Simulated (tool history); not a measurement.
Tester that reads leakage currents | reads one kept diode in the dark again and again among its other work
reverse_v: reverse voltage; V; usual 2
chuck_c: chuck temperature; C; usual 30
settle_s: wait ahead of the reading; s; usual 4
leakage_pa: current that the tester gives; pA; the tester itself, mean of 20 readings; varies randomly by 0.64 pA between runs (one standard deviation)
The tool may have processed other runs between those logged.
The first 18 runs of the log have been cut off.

run   hour  reverse_v  chuck_c  settle_s  leakage_pa
 19  403.2          2       41         4      441.68
 20  420.6          2       41         4      442.26
 21  450.3          2       41         4      441.73
 22  478.6          2       53      1.01     1028.14
 23  493.7       3.01       42      7.11      543.45
 24  522.1       6.19       53      1.08     1493.15
 25  554.6       6.19       53      4.15     1479.76
 26  589.7       6.67       30         4      284.27
 27  610.7       6.67       30         4      283.81
 28  632.6      15.71       25      0.79      258.44
 29  656.5       5.19       24       9.6       161.4
 30  677.4          2       57         4     1322.43

Forecast run 31:
 31  693.3          2       33      8.46           ?

leakage_pa: 240.58 pA
Were there no unlogged condition in the tool, this run, its random variation unchanged, would have produced leakage_pa 268.51 pA.
